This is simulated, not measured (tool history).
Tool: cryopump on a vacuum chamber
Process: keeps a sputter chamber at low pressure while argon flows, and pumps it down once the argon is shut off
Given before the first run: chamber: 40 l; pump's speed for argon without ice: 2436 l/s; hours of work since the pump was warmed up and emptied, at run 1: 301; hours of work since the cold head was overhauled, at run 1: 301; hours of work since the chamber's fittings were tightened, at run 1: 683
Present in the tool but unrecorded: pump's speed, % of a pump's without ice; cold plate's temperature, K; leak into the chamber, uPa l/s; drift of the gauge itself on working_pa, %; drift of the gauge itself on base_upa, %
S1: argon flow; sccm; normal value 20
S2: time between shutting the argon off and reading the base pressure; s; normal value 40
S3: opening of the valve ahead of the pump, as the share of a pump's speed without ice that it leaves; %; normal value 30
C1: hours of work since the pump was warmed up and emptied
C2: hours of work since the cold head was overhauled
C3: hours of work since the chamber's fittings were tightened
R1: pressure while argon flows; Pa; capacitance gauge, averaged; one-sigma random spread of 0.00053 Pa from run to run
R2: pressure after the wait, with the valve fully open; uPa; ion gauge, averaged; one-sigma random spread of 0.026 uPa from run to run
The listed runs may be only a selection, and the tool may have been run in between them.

Run 1, hour 0.0: usual settings; C1 301; C2 301; C3 683. Result: R1 0.0483 Pa, R2 1.57 uPa.
Run 2, hour 25.2: usual settings but S3 16 %; C1 313; C2 313; C3 694. Result: R1 0.0867 Pa, R2 1.61 uPa.
Run 3, hour 48.0: usual settings but S2 21 s, S3 16 %; C1 323; C2 323; C3 705. Result: R1 0.0881 Pa, R2 2.54 uPa.
Run 4, hour 64.3: usual settings but S2 30 s, S3 16 %; C1 331; C2 331; C3 712. Result: R1 0.0885 Pa, R2 1.99 uPa.
Run 5, hour 84.5: usual settings but S1 22 sccm; C1 340; C2 340; C3 721. Result: R1 0.0538 Pa, R2 1.66 uPa.
Run 6, hour 103.1: usual settings but S1 22 sccm; C1 348; C2 348; C3 730. Result: R1 0.0524 Pa, R2 1.67 uPa.
Run 7, hour 125.9: usual settings; C1 359; C2 359; C3 740. Result: R1 0.0477 Pa, R2 1.66 uPa.
Run 8, hour 139.1: usual settings; C1 365; C2 365; C3 746. Result: R1 0.0478 Pa, R2 1.66 uPa.
Run 9, hour 162.9: usual settings but S3 45 %; C1 376; C2 376; C3 757. Result: R1 0.0331 Pa, R2 1.65 uPa.
Run 10, hour 179.9: usual settings but S1 10 sccm; C1 384; C2 384; C3 765. Result: R1 0.0234 Pa, R2 1.70 uPa.
Run 11, hour 192.1: usual settings but S1 10 sccm, S3 55 %; C1 389; C2 389; C3 771. Result: R1 0.0126 Pa, R2 1.74 uPa.
Run 12, hour 216.7: usual settings but S1 10 sccm, S3 55 %; C1 401; C2 401; C3 782. Result: R1 0.0140 Pa, R2 1.72 uPa.
Run 13, hour 240.7: usual settings but S1 10 sccm, S3 55 %; C1 412; C2 412; C3 793. Result: R1 0.0128 Pa, R2 1.66 uPa.
Run 14, hour 254.4: usual settings; C1 418; C2 418; C3 799. Result: R1 0.0487 Pa, R2 1.70 uPa.
Run 15, hour 281.3: usual settings; C1 430; C2 430; C3 812. Result: R1 0.0469 Pa, R2 1.70 uPa.
Run 16, hour 300.8: usual settings; C1 439; C2 439; C3 821. Result: R1 0.0483 Pa, R2 1.78 uPa.
Run 17, hour 327.2: usual settings but S1 13 sccm; C1 451; C2 451; C3 833. Result: R1 0.0312 Pa, R2 1.76 uPa.
Run 18, hour 351.8: usual settings but S1 10 sccm, S2 22 s, S3 54 %; C1 463; C2 463; C3 844. Result: R1 0.0134 Pa, R2 2.57 uPa.
Run 19, hour 367.7: usual settings but S2 27 s, S3 41 %; C1 470; C2 470; C3 851. Result: R1 0.0366 Pa, R2 2.20 uPa.
Run 20, hour 393.1: usual settings but S2 27 s, S3 41 %; C1 482; C2 482; C3 863. Result: R1 0.0358 Pa, R2 2.18 uPa.
Run 21, hour 412.1: usual settings but S1 31 sccm, S3 51 %; C1 490; C2 490; C3 872. Result: R1 0.0454 Pa, R2 1.75 uPa.
Run 22, hour 433.4: usual settings but S1 15 sccm, S2 272 s, S3 26 %; C1 500; C2 500; C3 882. Result: R1 0.0412 Pa, R2 0.99 uPa.
Run 23, hour 458.1: usual settings but S1 15 sccm, S2 272 s, S3 26 %; C1 511; C2 511; C3 893. Result: R1 0.0422 Pa, R2 0.99 uPa.
Run 24, hour 477.7: usual settings but S1 15 sccm, S2 272 s, S3 26 %; C1 520; C2 520; C3 902. Result: R1 0.0423 Pa, R2 1.00 uPa.
Run 25, hour 500.8: usual settings but S1 10 sccm, S2 52 s, S3 53 %; C1 531; C2 531; C3 913. Result: R1 0.0147 Pa, R2 1.61 uPa.
Run 26, hour 512.4: usual settings but S1 10 sccm, S2 52 s, S3 53 %; C1 536; C2 536; C3 918. Result: R1 0.0147 Pa, R2 1.64 uPa.
Run 27, hour 528.8: usual settings but S1 10 sccm, S2 52 s, S3 59 %; C1 544; C2 544; C3 925. Result: R1 0.0134 Pa, R2 1.63 uPa.
Run 28, hour 554.3: usual settings but S1 13 sccm, S2 109 s, S3 19 %; C1 556; C2 556; C3 937. Result: R1 0.0488 Pa, R2 1.25 uPa.
Run 29, hour 570.3: usual settings but S1 13 sccm, S2 109 s, S3 19 %; C1 563; C2 563; C3 944. Result: R1 0.0492 Pa, R2 1.23 uPa.
Run 30, hour 591.6: usual settings but S1 13 sccm, S2 109 s, S3 19 %; C1 573; C2 573; C3 954. Result: R1 0.0490 Pa, R2 1.28 uPa.
Run 31, hour 615.3: usual settings but S1 13 sccm, S2 109 s, S3 19 %; C1 584; C2 584; C3 965. Result: R1 0.0490 Pa, R2 1.32 uPa.
Run 32, hour 637.0: usual settings but S1 13 sccm, S2 109 s, S3 19 %; C1 594; C2 594; C3 975. Result: R1 0.0485 Pa, R2 1.34 uPa.
Run 33, hour 658.7: usual settings but S1 13 sccm, S2 109 s, S3 19 %; C1 604; C2 604; C3 985. Result: R1 0.0492 Pa, R2 1.30 uPa.
Run 34, hour 680.6: usual settings but S1 13 sccm, S2 109 s, S3 19 %; C1 614; C2 614; C3 995. Result: R1 0.0492 Pa, R2 1.33 uPa.

Each row is a separate what-if for the run after 34, all from the same tool condition, not one after another. Results?
Run A, hour 693.8: usual settings but S2 139 s, S3 28 %; C1 620; C2 620; C3 1001. Result: R1 ?, R2 ?.
Run B, hour 693.8: usual settings but S1 36 sccm, S2 109 s, S3 19 %; C1 620; C2 620; C3 1001. Result: R1 ?, R2 ?.
Run C, hour 693.8: usual settings but S1 22 sccm, S2 158 s; C1 620; C2 620; C3 1001. Result: R1 ?, R2 ?.

run      R1    R2
  A  0.0515  1.27
  B  0.1370  1.36
  C  0.0555  1.23
Without the tool's unlogged condition, the same runs would have read:
run      R1    R2
  A  0.0485  0.41
  B  0.1315  0.49
  C  0.0521  0.37
